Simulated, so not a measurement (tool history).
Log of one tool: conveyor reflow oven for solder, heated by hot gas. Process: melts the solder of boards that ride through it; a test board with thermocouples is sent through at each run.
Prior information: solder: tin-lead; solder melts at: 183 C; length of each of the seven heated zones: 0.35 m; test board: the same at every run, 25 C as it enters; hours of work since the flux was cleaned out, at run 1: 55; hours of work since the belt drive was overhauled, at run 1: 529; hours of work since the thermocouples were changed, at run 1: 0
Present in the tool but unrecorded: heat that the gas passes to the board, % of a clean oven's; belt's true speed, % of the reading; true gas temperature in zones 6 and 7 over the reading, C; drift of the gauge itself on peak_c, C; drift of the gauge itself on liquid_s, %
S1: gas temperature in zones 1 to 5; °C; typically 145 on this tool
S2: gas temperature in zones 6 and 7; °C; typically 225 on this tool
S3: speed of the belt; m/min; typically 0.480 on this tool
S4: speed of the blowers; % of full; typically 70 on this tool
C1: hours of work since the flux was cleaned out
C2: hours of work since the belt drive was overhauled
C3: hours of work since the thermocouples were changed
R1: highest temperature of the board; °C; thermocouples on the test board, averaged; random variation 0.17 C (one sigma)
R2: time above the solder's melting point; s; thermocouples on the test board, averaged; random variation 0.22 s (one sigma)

run,hour,S1,S2,S3,S4,C1,C2,C3,R1,R2
1,0.0,145,225,0.480,70,55,529,0,208.4,59.6
2,28.1,145,225,0.480,70,71,545,16,208.7,59.3
3,50.9,145,225,0.480,70,84,558,29,208.4,58.8
4,69.7,145,225,0.480,70,95,569,40,208.8,59.2
5,88.3,145,225,0.480,64,106,580,51,206.6,56.3
6,116.7,145,225,0.480,64,122,597,68,206.3,56.3
7,132.8,145,225,0.480,64,132,606,77,206.4,56.1
8,154.6,145,225,0.480,64,144,618,90,206.4,56.3
9,169.8,145,225,0.480,64,153,627,98,206.5,56.4
10,192.0,145,225,0.480,64,166,640,111,207.0,55.8
11,211.1,145,225,0.480,70,177,651,122,208.4,59.2
12,230.9,145,237,0.480,70,189,663,134,218.4,69.0
13,252.3,145,224,0.480,70,201,675,146,207.8,58.0
14,268.0,145,225,0.480,70,210,684,155,208.5,59.1
15,290.1,145,234,0.480,70,223,697,168,215.9,66.6
16,317.0,145,230,0.517,87,238,712,184,215.1,61.7
17,337.7,145,238,0.480,67,250,724,196,218.4,68.4
18,370.2,145,238,0.480,67,269,743,214,218.1,69.0
19,400.2,145,217,0.480,55,287,761,232,196.7,39.9
20,427.4,145,223,0.480,53,302,776,247,200.6,45.7
21,443.3,145,223,0.480,53,311,786,257,200.7,45.6
22,471.9,145,224,0.480,83,328,802,273,210.8,63.5
23,487.0,137,224,0.480,85,337,811,282,210.0,59.2
24,500.7,137,220,0.480,75,345,819,290,203.9,50.8
25,523.8,137,240,0.418,70,358,832,303,224.3,81.0
26,556.3,145,225,0.512,67,377,851,322,205.5,51.0
27,580.2,145,225,0.512,67,391,865,336,205.6,50.9
28,597.4,145,225,0.414,59,401,875,346,209.4,69.9
29,629.2,145,225,0.414,59,419,893,364,209.3,70.1

Run 30 is up next; what results do you expect?
30,650.1,145,233,0.539,50,431,905,376,?,?

R1: 201.8 °C
R2: 40.6 s
With no hidden state in the tool, this same run would have given R1 201.8 °C, R2 40.6 s.
